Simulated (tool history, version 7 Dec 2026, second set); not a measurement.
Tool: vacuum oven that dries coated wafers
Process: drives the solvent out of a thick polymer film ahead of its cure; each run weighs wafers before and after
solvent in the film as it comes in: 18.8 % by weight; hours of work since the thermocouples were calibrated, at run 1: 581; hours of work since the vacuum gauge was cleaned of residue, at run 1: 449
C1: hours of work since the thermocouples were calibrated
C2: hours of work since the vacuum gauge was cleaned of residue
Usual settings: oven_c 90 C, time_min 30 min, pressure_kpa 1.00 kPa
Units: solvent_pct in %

{"run": 1, "hour": 0.0, "oven_c": 90, "time_min": 30, "pressure_kpa": 1.0, "C1": 581, "C2": 449, "solvent_pct": 3.07}
{"run": 2, "hour": 42.1, "oven_c": 90, "time_min": 30, "pressure_kpa": 1.0, "C1": 604, "C2": 472, "solvent_pct": 3.07}
{"run": 3, "hour": 102.5, "oven_c": 90, "time_min": 30, "pressure_kpa": 2.84, "C1": 638, "C2": 506, "solvent_pct": 3.48}
{"run": 4, "hour": 171.7, "oven_c": 90, "time_min": 30, "pressure_kpa": 2.84, "C1": 677, "C2": 545, "solvent_pct": 3.51}
{"run": 5, "hour": 230.0, "oven_c": 90, "time_min": 30, "pressure_kpa": 1.0, "C1": 709, "C2": 577, "solvent_pct": 3.0}
{"run": 6, "hour": 285.8, "oven_c": 90, "time_min": 30, "pressure_kpa": 0.97, "C1": 741, "C2": 609, "solvent_pct": 2.91}
{"run": 7, "hour": 332.2, "oven_c": 90, "time_min": 30, "pressure_kpa": 0.97, "C1": 767, "C2": 634, "solvent_pct": 2.99}
{"run": 8, "hour": 386.3, "oven_c": 90, "time_min": 30, "pressure_kpa": 0.97, "C1": 797, "C2": 665, "solvent_pct": 2.98}
{"run": 9, "hour": 418.6, "oven_c": 90, "time_min": 30, "pressure_kpa": 0.97, "C1": 815, "C2": 683, "solvent_pct": 2.95}
{"run": 10, "hour": 453.8, "oven_c": 90, "time_min": 30, "pressure_kpa": 0.97, "C1": 835, "C2": 703, "solvent_pct": 2.94}
{"run": 11, "hour": 523.6, "oven_c": 90, "time_min": 30, "pressure_kpa": 0.97, "C1": 874, "C2": 742, "solvent_pct": 2.96}
{"run": 12, "hour": 599.9, "oven_c": 90, "time_min": 16, "pressure_kpa": 1.0, "C1": 916, "C2": 784, "solvent_pct": 6.25}
{"run": 13, "hour": 645.7, "oven_c": 99, "time_min": 30, "pressure_kpa": 1.0, "C1": 942, "C2": 810, "solvent_pct": 1.43}
{"run": 14, "hour": 709.4, "oven_c": 99, "time_min": 30, "pressure_kpa": 1.0, "C1": 978, "C2": 846, "solvent_pct": 1.44}
{"run": 15, "hour": 767.6, "oven_c": 99, "time_min": 30, "pressure_kpa": 1.0, "C1": 1010, "C2": 878, "solvent_pct": 1.37}

Run 16 comes next. What will it give?
{"run": 16, "hour": 840.7, "oven_c": 90, "time_min": 20, "pressure_kpa": 1.0, "C1": 1051, "C2": 919, "solvent_pct": "?"}

solvent_pct: 4.87 %
Without the tool's hidden state the same run would have given solvent_pct 5.27 %.

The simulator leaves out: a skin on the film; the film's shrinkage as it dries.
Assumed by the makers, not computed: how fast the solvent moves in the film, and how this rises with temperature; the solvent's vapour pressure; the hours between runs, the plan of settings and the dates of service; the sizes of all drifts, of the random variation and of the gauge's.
